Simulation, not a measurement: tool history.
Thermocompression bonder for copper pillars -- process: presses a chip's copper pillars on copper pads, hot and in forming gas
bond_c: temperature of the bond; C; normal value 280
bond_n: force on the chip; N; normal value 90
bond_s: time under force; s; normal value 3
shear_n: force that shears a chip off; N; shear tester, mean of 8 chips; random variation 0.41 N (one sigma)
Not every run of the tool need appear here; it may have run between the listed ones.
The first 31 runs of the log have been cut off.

run 32 hour=272.7 | bond_c=285 bond_n=59 bond_s=2 | shear_n=54
run 33 hour=280.2 | bond_c=287 bond_n=90 bond_s=2 | shear_n=70.7
run 34 hour=292.3 | bond_c=287 bond_n=90 bond_s=2 | shear_n=70.9
run 35 hour=298.5 | bond_c=287 bond_n=90 bond_s=2 | shear_n=71.3
run 36 hour=303.7 | bond_c=287 bond_n=90 bond_s=2 | shear_n=70.7
run 37 hour=308.8 | bond_c=280 bond_n=78 bond_s=2 | shear_n=62.1
run 38 hour=314.6 | bond_c=308 bond_n=96 bond_s=2 | shear_n=82.4
run 39 hour=322.8 | bond_c=300 bond_n=76 bond_s=4 | shear_n=82.9
run 40 hour=329.8 | bond_c=261 bond_n=55 bond_s=2 | shear_n=36.5

Alternative continuations, all from the tool just after run 40; predict every row:
run A hour=337.5 | bond_c=261 bond_n=79 bond_s=3 | shear_n=?
run B hour=337.5 | bond_c=269 bond_n=107 bond_s=2 | shear_n=?
run C hour=337.5 | bond_c=280 bond_n=90 bond_s=8 | shear_n=?
run D hour=337.5 | bond_c=261 bond_n=89 bond_s=8 | shear_n=?

run=A shear_n=55.6
run=B shear_n=66.2
run=C shear_n=85.7
run=D shear_n=77.3
What these runs would have given with no unlogged condition in the tool:
run=A shear_n=52.3
run=B shear_n=63.1
run=C shear_n=84.6
run=D shear_n=74.8

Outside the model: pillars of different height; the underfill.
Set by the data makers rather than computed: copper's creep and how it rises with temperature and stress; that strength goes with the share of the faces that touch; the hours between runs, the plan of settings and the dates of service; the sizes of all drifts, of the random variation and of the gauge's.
